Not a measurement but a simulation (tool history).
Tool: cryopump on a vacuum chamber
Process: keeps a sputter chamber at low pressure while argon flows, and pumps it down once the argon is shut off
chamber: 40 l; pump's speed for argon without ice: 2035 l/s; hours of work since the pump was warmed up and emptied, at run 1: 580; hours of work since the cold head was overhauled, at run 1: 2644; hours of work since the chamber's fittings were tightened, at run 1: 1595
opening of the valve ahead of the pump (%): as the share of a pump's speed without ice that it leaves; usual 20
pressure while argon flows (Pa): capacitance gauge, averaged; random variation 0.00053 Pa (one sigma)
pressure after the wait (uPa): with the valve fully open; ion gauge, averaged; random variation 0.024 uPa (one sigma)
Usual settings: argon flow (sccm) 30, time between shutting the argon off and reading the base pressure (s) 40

run,hour,argon flow (sccm),time between shutting the argon off and reading the base pressure (s),opening of the valve ahead of the pump (%),hours of work since the pump was warmed up and emptied,hours of work since the cold head was overhauled,hours of work since the chamber's fittings were tightened,pressure while argon flows (Pa),pressure after the wait (uPa)
1,0,30,40,20,580,2644,1595,0.1303,1.65
2,69.7,30,40,20,623,2687,1637,0.1302,1.63
3,196.3,30,40,34,700,2764,1715,0.079,1.68
4,301.7,30,40,20,764,2828,1779,0.1318,1.79
5,417.6,31,40,20,835,2899,1850,0.135,1.79
6,515.5,31,40,20,895,2959,1910,0.1375,1.86
7,573.8,31,40,20,930,2995,1945,0.1364,1.87
8,627.6,31,40,20,963,3027,1978,0.1368,1.88
# hour 648.2: pump warmed up, emptied and cooled again
9,748.9,31,40,20,61,3098,2049,0.1304,1.65
# hour 814.3: leaking fittings of the chamber tightened, without venting
10,836,31,40,20,113,3150,13,0.1312,1.01
11,891.5,31,96,20,147,3184,47,0.1309,0.55
12,964.8,51,40,20,192,3229,92,0.2144,1.03
13,1051.9,51,40,20,245,3282,145,0.2147,1.08
14,1157.1,51,40,20,309,3346,209,0.2161,1.07
15,1231.8,51,40,20,355,3392,255,0.218,1.1
16,1295.2,51,40,20,394,3431,294,0.2176,1.12
17,1407.3,51,40,20,462,3499,362,0.2203,1.16
18,1463.8,55,40,32,497,3534,397,0.1499,1.19
19,1545.4,30,22,20,547,3583,446,0.1296,1.82
20,1641.7,29,126,20,605,3642,505,0.1262,0.72
21,1761.1,52,234,22,678,3715,578,0.2064,0.63
22,1852.8,38,263,24,734,3771,634,0.1394,0.64
23,1925.3,19,24,24,778,3815,678,0.0705,1.88
24,2042.4,44,40,17,850,3887,750,0.227,1.37
25,2140.4,44,40,17,910,3947,810,0.2275,1.38
# hour 2251.8: pump warmed up, emptied and cooled again
26,2251.8,21,53,20,0,4012,875,0.088,1.12
27,2359.4,16,105,20,66,4077,940,0.0668,0.87

Forecast run 28:
28,2439.4,17,40,55,115,4126,989,?,?

{"run 28": {"pressure while argon flows (Pa)": 0.027, "pressure after the wait (uPa)": 1.41}}
Without the tool's hidden state the same run would have given pressure while argon flows (Pa) 0.0261, pressure after the wait (uPa) 0.99.
